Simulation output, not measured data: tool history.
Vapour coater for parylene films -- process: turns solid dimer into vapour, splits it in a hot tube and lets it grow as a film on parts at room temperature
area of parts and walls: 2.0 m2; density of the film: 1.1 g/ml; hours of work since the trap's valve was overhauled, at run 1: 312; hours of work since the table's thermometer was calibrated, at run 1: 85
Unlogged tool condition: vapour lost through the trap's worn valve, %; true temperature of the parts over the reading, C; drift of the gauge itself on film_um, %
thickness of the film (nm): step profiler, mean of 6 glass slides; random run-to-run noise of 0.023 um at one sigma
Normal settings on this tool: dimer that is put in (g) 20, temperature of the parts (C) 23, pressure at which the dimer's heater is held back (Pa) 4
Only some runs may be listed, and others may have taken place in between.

run,day,dimer that is put in (g),temperature of the parts (C),pressure at which the dimer's heater is held back (Pa),hours of work since the trap's valve was overhauled,hours of work since the table's thermometer was calibrated,thickness of the film (nm)
1,0,20,23,4,312,85,4390
# day 1.325: trap's valve overhauled
2,2.321,20,23,4,17,123,4260
3,4.354,20,23,4,53,158,4270
4,5.921,21,23,4,80,185,4430
# day 6.779: trap's valve overhauled, once more
5,9.121,21,23,4,41,238,4920
6,12.533,21,23,4,100,298,4900
7,14.046,21,23,4,126,324,4850
8,15.662,21,23,4,155,352,4840
9,18.842,21,33,4,210,407,3090
10,20.654,21,33,3.83,241,439,3120
11,22.896,21,33,3.83,280,478,3080
12,24.767,21,33,3.83,313,510,3090
# day 25.921: trap's valve overhauled
13,26.479,21,33,3.83,10,537,3220
14,27.992,21,28,3.83,36,564,4070
15,29.633,20,23,4,65,592,4750
16,31.592,20,23,4,99,626,4790
17,33.167,20,23,4,126,654,4790
18,35.738,28,23,4,171,698,6640
19,37.738,28,23,4,206,733,6610
20,40.154,20,23,4,248,775,4720
21,42.129,20,23,4,282,810,4680
22,44.204,20,19,9.24,318,846,5160
# day 45.283: trap's valve overhauled
# day 47.546: table's thermometer calibrated
23,47.604,12,20,4,40,1,3180
24,49.146,10,18,9.73,66,28,2660
25,50.967,10,18,9.73,98,60,2670
26,54.35,33,29,2.86,157,118,5930
27,57.517,22,29,2.16,212,174,4030
28,59.896,10,30,2.07,254,215,1750
29,61.625,10,30,2.07,284,245,1750
30,63.696,9,28,4,320,281,1630
# day 64.504: trap's valve overhauled
31,66.121,9,23,7.3,28,320,2020
32,69.438,9,30,9.41,86,378,1430
33,70.838,20,30,3.1,110,402,3520
34,72.308,20,30,3.1,136,428,3500
35,73.692,17,32,4,160,452,2650
36,76.146,25,35,6.24,203,495,3300
37,79.529,8,26,6.49,262,554,1560
38,82,16,24,4,305,597,3590
# day 83.833: trap's valve overhauled
39,85.258,8,24,4.12,25,651,1850
40,88.254,18,16,9.65,77,703,5570

Here are 5 independent what-if runs from the current tool condition. What would each one return?
A,91.662,11,22,5.17,136,762,?
B,91.662,17,23,6.87,136,762,?
C,91.662,18,33,3.38,136,762,?
D,91.662,26,28,3.73,136,762,?
E,91.662,16,31,9.65,136,762,?

run,thickness of the film (nm)
A,2730
B,3920
C,2850
D,5080
E,2500
With the hidden condition removed and each run's random variation left untouched, the same runs would have given:
run,thickness of the film (nm)
A,2610
B,3750
C,2720
D,4850
E,2390

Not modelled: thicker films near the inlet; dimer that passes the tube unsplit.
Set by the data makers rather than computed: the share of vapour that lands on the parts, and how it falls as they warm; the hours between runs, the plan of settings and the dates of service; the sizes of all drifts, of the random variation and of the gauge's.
